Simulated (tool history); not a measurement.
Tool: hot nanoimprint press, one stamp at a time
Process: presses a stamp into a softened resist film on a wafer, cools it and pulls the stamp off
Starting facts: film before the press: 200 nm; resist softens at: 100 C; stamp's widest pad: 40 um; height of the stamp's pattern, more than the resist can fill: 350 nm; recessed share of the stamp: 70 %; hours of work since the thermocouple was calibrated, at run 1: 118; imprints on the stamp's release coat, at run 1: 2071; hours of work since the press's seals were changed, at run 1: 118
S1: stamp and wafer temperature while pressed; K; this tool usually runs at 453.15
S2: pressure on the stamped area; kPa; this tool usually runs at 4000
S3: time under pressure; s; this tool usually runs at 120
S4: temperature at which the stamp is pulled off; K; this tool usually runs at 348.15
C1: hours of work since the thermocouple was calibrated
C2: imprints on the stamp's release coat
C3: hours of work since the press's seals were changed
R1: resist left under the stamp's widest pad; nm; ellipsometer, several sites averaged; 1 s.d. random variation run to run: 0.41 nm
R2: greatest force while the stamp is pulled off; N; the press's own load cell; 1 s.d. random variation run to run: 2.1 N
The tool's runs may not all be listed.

run,hour,S1,S2,S3,S4,C1,C2,C3,R1,R2
1,0,453.15,4000,120,348.15,118,2071,118,117.4,140
2,22.3,453.15,4000,120,348.15,132,2158,132,117.2,139
3,52,453.15,4000,120,348.15,150,2274,150,116.8,143
# hour 74.2: stamp cleaned and given a new release coat
4,90.6,453.15,4000,120,348.15,171,64,171,116.8,139
5,130.2,453.15,4000,120,348.15,196,218,196,115.9,137
6,167.6,453.15,3600,120,348.15,219,363,219,120.1,139
7,200.5,453.15,3600,120,348.15,240,492,240,119.7,137
8,231.1,453.15,4000,136,348.15,259,611,259,110.3,134
9,253.3,453.15,4000,136,349.15,273,697,273,110.3,137
10,271,453.15,4000,136,349.15,284,766,284,109.6,136
11,295.3,453.15,4000,236,336.15,299,861,299,90.3,179
12,329.1,453.15,4000,236,336.15,320,992,320,90.7,168
# hour 357: gauge calibrated
13,364.2,453.15,4000,236,336.15,342,1129,342,93,171
14,382.9,453.15,4520,72,336.15,354,1202,354,130.3,176
15,413.9,443.15,4520,65,336.15,373,1322,373,170.7,169
16,439,453.15,4000,104,348.15,389,1420,389,122.3,141
17,472.8,453.15,4000,104,348.15,410,1552,410,121.5,138
18,499.7,453.15,4000,104,348.15,427,1656,427,120.7,137
19,527.5,453.15,5280,87,336.15,444,1765,444,114.7,175

Branching from run 19: 5 alternative next runs. What would each branch give?
A,549.8,453.15,5280,83,336.15,458,1851,458,?,?
B,549.8,453.15,5850,83,338.15,458,1851,458,?,?
C,549.8,453.15,4460,69,348.15,458,1851,458,?,?
D,549.8,447.15,6170,120,348.15,458,1851,458,?,?
E,549.8,453.15,4000,120,339.15,458,1851,458,?,?

run,R1,R2
A,116.8,174
B,111.7,170
C,130.3,140
D,122.5,138
E,115.1,164
Take away the tool's hidden state, keep each run's random variation, and the runs would have read:
run,R1,R2
A,118.8,174
B,113.6,170
C,132.5,139
D,124.6,138
E,117.1,164

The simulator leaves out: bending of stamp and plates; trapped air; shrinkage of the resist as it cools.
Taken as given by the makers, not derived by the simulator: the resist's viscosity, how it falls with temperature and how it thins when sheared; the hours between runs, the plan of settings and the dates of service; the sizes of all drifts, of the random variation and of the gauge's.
